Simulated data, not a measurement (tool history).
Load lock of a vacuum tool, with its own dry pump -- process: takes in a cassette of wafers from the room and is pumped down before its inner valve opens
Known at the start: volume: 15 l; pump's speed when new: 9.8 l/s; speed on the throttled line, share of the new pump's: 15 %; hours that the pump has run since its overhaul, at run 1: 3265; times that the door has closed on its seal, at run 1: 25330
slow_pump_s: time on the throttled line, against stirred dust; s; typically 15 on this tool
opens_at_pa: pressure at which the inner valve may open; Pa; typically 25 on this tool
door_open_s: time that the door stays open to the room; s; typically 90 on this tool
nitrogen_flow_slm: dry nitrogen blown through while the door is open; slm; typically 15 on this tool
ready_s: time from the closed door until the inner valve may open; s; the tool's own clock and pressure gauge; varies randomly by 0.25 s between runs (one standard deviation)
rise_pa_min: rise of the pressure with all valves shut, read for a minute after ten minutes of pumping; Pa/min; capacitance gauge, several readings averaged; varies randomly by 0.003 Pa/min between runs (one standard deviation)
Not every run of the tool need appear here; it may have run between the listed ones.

| run | hour | slow_pump_s | opens_at_pa | door_open_s | nitrogen_flow_slm | hours that the pump has run since its overhaul | times that the door has closed on its seal | incoming humidity of the room's air, % | ready_s | rise_pa_min |
|---|---|---|---|---|---|---|---|---|---|---|
| 1 | 0.0 | 15 | 25 | 90 | 15 | 3265 | 25330 | 46.8 | 26.1 | 0.117 |
| 2 | 480.6 | 15 | 25 | 44 | 15 | 3745 | 27517 | 45.9 | 26.1 | 0.112 |
| 3 | 791.8 | 15 | 35 | 90 | 15 | 4057 | 28934 | 42.6 | 25.6 | 0.122 |
| 4 | 1356.1 | 15 | 35 | 90 | 15 | 4621 | 31503 | 47.7 | 25.4 | 0.139 |
| 5 | 1870.5 | 15 | 35 | 90 | 15 | 5135 | 33845 | 42.0 | 25.7 | 0.143 |
| 6 | 2295.2 | 15 | 35 | 90 | 15 | 5560 | 35778 | 46.3 | 25.8 | 0.156 |
| 7 | 2612.0 | 15 | 39 | 90 | 15 | 5877 | 37220 | 44.5 | 25.5 | 0.155 |
| 8 | 2906.2 | 15 | 25 | 90 | 15 | 6171 | 38559 | 44.6 | 26.2 | 0.169 |
| 9 | 3266.1 | 15 | 25 | 90 | 15 | 6531 | 40198 | 44.4 | 26.2 | 0.174 |
| 10 | 3625.8 | 15 | 25 | 90 | 15 | 6891 | 41835 | 47.5 | 26.6 | 0.184 |
| 11 | 3910.2 | 15 | 25 | 90 | 15 | 7175 | 43130 | 42.8 | 26.5 | 0.188 |
| 12 | 4387.2 | 15 | 25 | 90 | 15 | 7652 | 45301 | 45.4 | 26.5 | 0.194 |
| 13 | 4893.3 | 15 | 25 | 90 | 15 | 8158 | 47605 | 44.9 | 26.9 | 0.211 |
| 14 | 5454.8 | 15 | 25 | 90 | 5 | 8720 | 50161 | 44.6 | 27.1 | 0.233 |
| 15 | 5705.9 | 15 | 25 | 90 | 5 | 8971 | 51304 | 46.4 | 27.0 | 0.256 |
| 16 | 5999.6 | 15 | 25 | 90 | 5 | 9264 | 52641 | 46.2 | 27.0 | 0.254 |
| 17 | 6512.3 | 13 | 25 | 90 | 5 | 9777 | 54975 | 42.7 | 24.9 | 0.260 |
| 18 | 6824.5 | 15 | 25 | 90 | 15 | 10089 | 56396 | 44.0 | 27.2 | 0.257 |
| 19 | 7358.2 | 15 | 25 | 90 | 15 | 10623 | 58826 | 43.4 | 26.6 | 0.258 |
| 20 | 7859.0 | 15 | 25 | 90 | 15 | 11124 | 61105 | 47.0 | 27.8 | 0.280 |
| 21 | 8397.7 | 15 | 25 | 90 | 7 | 11663 | 63557 | 41.6 | 27.1 | 0.305 |
| 22 | 8835.0 | 15 | 25 | 90 | 11 | 12100 | 65548 | 44.0 | 27.3 | 0.320 |
| 23 | 9191.7 | 15 | 25 | 33 | 11 | 12457 | 67172 | 43.9 | 27.3 | 0.305 |
| 24 | 9662.2 | 18 | 34 | 90 | 10 | 12927 | 69314 | 48.3 | 29.2 | 0.352 |
|  | 9864.1 | door's seal changed, seat wiped |
| 25 | 10150.0 | 8 | 34 | 90 | 10 | 13413 | 1302 | 46.2 | 21.4 | 0.064 |
| 26 | 10508.9 | 8 | 34 | 90 | 10 | 13772 | 2935 | 42.0 | 20.8 | 0.058 |
| 27 | 11033.5 | 8 | 34 | 90 | 10 | 14297 | 5324 | 46.1 | 21.1 | 0.068 |
| 28 | 11397.3 | 15 | 44 | 90 | 35 | 14661 | 6979 | 43.5 | 26.5 | 0.045 |
| 29 | 11759.9 | 15 | 28 | 73 | 15 | 15023 | 8630 | 41.0 | 27.9 | 0.064 |
| 30 | 12183.4 | 15 | 28 | 73 | 15 | 15447 | 10558 | 40.8 | 27.7 | 0.064 |
| 31 | 12576.2 | 15 | 28 | 73 | 15 | 15840 | 12346 | 47.5 | 27.8 | 0.071 |
| 32 | 12919.9 | 15 | 25 | 90 | 6 | 16183 | 13911 | 45.0 | 27.7 | 0.090 |
| 33 | 13312.5 | 15 | 29 | 34 | 15 | 16576 | 15698 | 44.5 | 27.6 | 0.067 |
|  | 13706.7 | dry pump taken out, an overhauled one fitted |
| 34 | 13716.3 | 16 | 25 | 228 | 15 | 10 | 17509 | 45.7 | 26.2 | 0.108 |

Estimate the outcome of run 35 from the log above:
| 35 | 14258.3 | 21 | 31 | 100 | 22 | 552 | 19976 | 43.8 | ? | ? |

Logged for run 35: ready_s 30.6 s, rise_pa_min 0.087 Pa/min.
With no hidden state in the tool, this same run would have given ready_s 30.6 s, rise_pa_min 0.046 Pa/min.

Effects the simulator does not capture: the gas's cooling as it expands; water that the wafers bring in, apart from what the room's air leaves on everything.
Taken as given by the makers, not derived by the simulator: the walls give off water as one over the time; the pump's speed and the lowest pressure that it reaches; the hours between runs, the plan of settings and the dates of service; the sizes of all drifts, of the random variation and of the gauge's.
